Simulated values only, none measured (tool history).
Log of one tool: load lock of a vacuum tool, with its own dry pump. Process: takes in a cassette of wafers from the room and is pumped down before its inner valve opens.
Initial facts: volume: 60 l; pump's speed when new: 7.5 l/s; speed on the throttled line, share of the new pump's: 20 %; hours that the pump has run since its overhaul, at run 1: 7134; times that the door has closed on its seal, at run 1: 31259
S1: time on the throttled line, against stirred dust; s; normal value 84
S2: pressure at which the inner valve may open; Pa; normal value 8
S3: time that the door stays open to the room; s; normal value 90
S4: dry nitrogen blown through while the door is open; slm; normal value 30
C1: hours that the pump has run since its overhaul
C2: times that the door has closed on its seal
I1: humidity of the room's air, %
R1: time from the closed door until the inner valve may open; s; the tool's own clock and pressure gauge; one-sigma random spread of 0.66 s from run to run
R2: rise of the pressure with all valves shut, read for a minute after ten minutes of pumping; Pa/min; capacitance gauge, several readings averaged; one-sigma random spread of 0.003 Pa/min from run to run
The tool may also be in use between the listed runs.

run 1 hour=0.0 | S1=84 S2=8 S3=90 S4=30 | C1=7134 C2=31259 | I1=43.1 | R1=146.4 R2=0.245
run 2 hour=205.0 | S1=84 S2=8 S3=90 S4=30 | C1=7339 C2=32122 | I1=47.2 | R1=148.4 R2=0.251
run 3 hour=336.9 | S1=84 S2=8 S3=90 S4=30 | C1=7471 C2=32678 | I1=43.8 | R1=147.2 R2=0.253
run 4 hour=457.7 | S1=84 S2=8 S3=90 S4=30 | C1=7592 C2=33186 | I1=45.2 | R1=146.1 R2=0.259
run 5 hour=629.7 | S1=84 S2=8 S3=90 S4=30 | C1=7764 C2=33910 | I1=42.6 | R1=147.8 R2=0.262
run 6 hour=782.3 | S1=84 S2=8 S3=90 S4=9 | C1=7916 C2=34553 | I1=40.0 | R1=147.5 R2=0.285
run 7 hour=982.0 | S1=84 S2=8 S3=90 S4=9 | C1=8116 C2=35393 | I1=46.0 | R1=146.5 R2=0.286
run 8 hour=1188.5 | S1=84 S2=8 S3=90 S4=9 | C1=8323 C2=36263 | I1=44.6 | R1=147.8 R2=0.305
run 9 hour=1352.9 | S1=84 S2=8 S3=90 S4=9 | C1=8487 C2=36955 | I1=46.4 | R1=147.4 R2=0.303
run 10 hour=1558.3 | S1=84 S2=8 S3=90 S4=9 | C1=8692 C2=37820 | I1=44.5 | R1=147.2 R2=0.322
run 11 hour=1669.3 | S1=84 S2=8 S3=90 S4=9 | C1=8803 C2=38287 | I1=47.4 | R1=148.3 R2=0.326
run 12 hour=1854.8 | S1=84 S2=8 S3=90 S4=4 | C1=8989 C2=39068 | I1=47.0 | R1=148.3 R2=0.338
run 13 hour=1961.8 | S1=84 S2=8 S3=90 S4=4 | C1=9096 C2=39518 | I1=45.0 | R1=148.3 R2=0.345
run 14 hour=2093.0 | S1=84 S2=8 S3=90 S4=30 | C1=9227 C2=40071 | I1=41.9 | R1=147.8 R2=0.340
run 15 hour=2208.6 | S1=84 S2=8 S3=90 S4=30 | C1=9343 C2=40557 | I1=44.7 | R1=148.5 R2=0.337
run 16 hour=2310.4 | S1=84 S2=8 S3=183 S4=30 | C1=9444 C2=40986 | I1=45.2 | R1=148.4 R2=0.351
run 17 hour=2525.6 | S1=84 S2=8 S3=183 S4=30 | C1=9660 C2=41892 | I1=44.1 | R1=147.9 R2=0.367
run 18 hour=2681.6 | S1=84 S2=8 S3=183 S4=30 | C1=9816 C2=42548 | I1=43.4 | R1=149.3 R2=0.373
run 19 hour=2826.0 | S1=84 S2=10 S3=183 S4=28 | C1=9960 C2=43156 | I1=48.1 | R1=145.8 R2=0.379
run 20 hour=2937.6 | S1=61 S2=7 S3=183 S4=28 | C1=10072 C2=43626 | I1=47.0 | R1=133.4 R2=0.390
run 21 hour=3098.6 | S1=61 S2=7 S3=183 S4=28 | C1=10233 C2=44304 | I1=47.3 | R1=131.0 R2=0.393
run 22 hour=3286.5 | S1=61 S2=7 S3=183 S4=28 | C1=10421 C2=45095 | I1=46.2 | R1=133.5 R2=0.404
run 23 hour=3456.6 | S1=61 S2=7 S3=183 S4=28 | C1=10591 C2=45811 | I1=46.4 | R1=132.8 R2=0.414
run 24 hour=3564.6 | S1=84 S2=8 S3=75 S4=23 | C1=10699 C2=46266 | I1=42.0 | R1=150.2 R2=0.415
run 25 hour=3686.1 | S1=84 S2=8 S3=75 S4=23 | C1=10820 C2=46777 | I1=45.7 | R1=149.6 R2=0.417
run 26 hour=3900.9 | S1=84 S2=8 S3=75 S4=23 | C1=11035 C2=47682 | I1=49.2 | R1=149.2 R2=0.428
run 27 hour=4106.9 | S1=84 S2=8 S3=75 S4=23 | C1=11241 C2=48549 | I1=47.9 | R1=148.5 R2=0.455
run 28 hour=4257.4 | S1=106 S2=7 S3=149 S4=30 | C1=11391 C2=49182 | I1=46.3 | R1=168.0 R2=0.455
run 29 hour=4380.5 | S1=106 S2=7 S3=149 S4=30 | C1=11515 C2=49701 | I1=42.2 | R1=167.5 R2=0.461
run 30 hour=4534.4 | S1=90 S2=8 S3=90 S4=12 | C1=11668 C2=50348 | I1=44.9 | R1=155.7 R2=0.483
-- hour=4740.4 door's seal changed, seat wiped
run 31 hour=4740.4 | S1=99 S2=11 S3=92 S4=37 | C1=11873 C2=0 | I1=44.1 | R1=158.1 R2=0.016
run 32 hour=4835.9 | S1=99 S2=11 S3=43 S4=17 | C1=11968 C2=402 | I1=40.8 | R1=157.7 R2=0.019
run 33 hour=4992.9 | S1=53 S2=8 S3=232 S4=9 | C1=12125 C2=1062 | I1=47.0 | R1=126.3 R2=0.046
run 34 hour=5161.4 | S1=53 S2=8 S3=232 S4=9 | C1=12294 C2=1772 | I1=50.1 | R1=125.7 R2=0.043
run 35 hour=5301.8 | S1=53 S2=8 S3=232 S4=9 | C1=12434 C2=2363 | I1=46.0 | R1=127.1 R2=0.047
run 36 hour=5413.9 | S1=85 S2=15 S3=95 S4=7 | C1=12546 C2=2835 | I1=45.2 | R1=146.7 R2=0.043

The same runs without the tool's hidden state, with the same run-to-run variation:
Hidden state at play: pump's speed, % of a new pump's; leak at the door's seal, Pa l/s; drift of the gauge itself on ready_s, %; drift of the gauge itself on rise_pa_min, %.
run=1 R1=142.3 R2=0.015
run=2 R1=144.1 R2=0.018
run=3 R1=142.9 R2=0.015
run=4 R1=141.7 R2=0.013
run=5 R1=143.3 R2=0.015
run=6 R1=142.9 R2=0.025
run=7 R1=141.8 R2=0.019
run=8 R1=143.0 R2=0.030
run=9 R1=142.5 R2=0.024
run=10 R1=142.1 R2=0.029
run=11 R1=143.2 R2=0.032
run=12 R1=143.1 R2=0.036
run=13 R1=143.0 R2=0.035
run=14 R1=142.4 R2=0.019
run=15 R1=143.1 R2=0.011
run=16 R1=142.9 R2=0.015
run=17 R1=142.3 R2=0.025
run=18 R1=143.5 R2=0.023
run=19 R1=140.0 R2=0.023
run=20 R1=126.8 R2=0.021
run=21 R1=124.4 R2=0.022
run=22 R1=126.7 R2=0.023
run=23 R1=125.9 R2=0.025
run=24 R1=143.9 R2=0.017
run=25 R1=143.2 R2=0.015
run=26 R1=142.7 R2=0.010
run=27 R1=141.9 R2=0.018
run=28 R1=161.5 R2=0.022
run=29 R1=160.9 R2=0.011
run=30 R1=148.7 R2=0.025
run=31 R1=151.7 R2=0.016
run=32 R1=151.3 R2=0.018
run=33 R1=118.3 R2=0.043
run=34 R1=117.7 R2=0.038
run=35 R1=118.9 R2=0.040
run=36 R1=139.8 R2=0.034
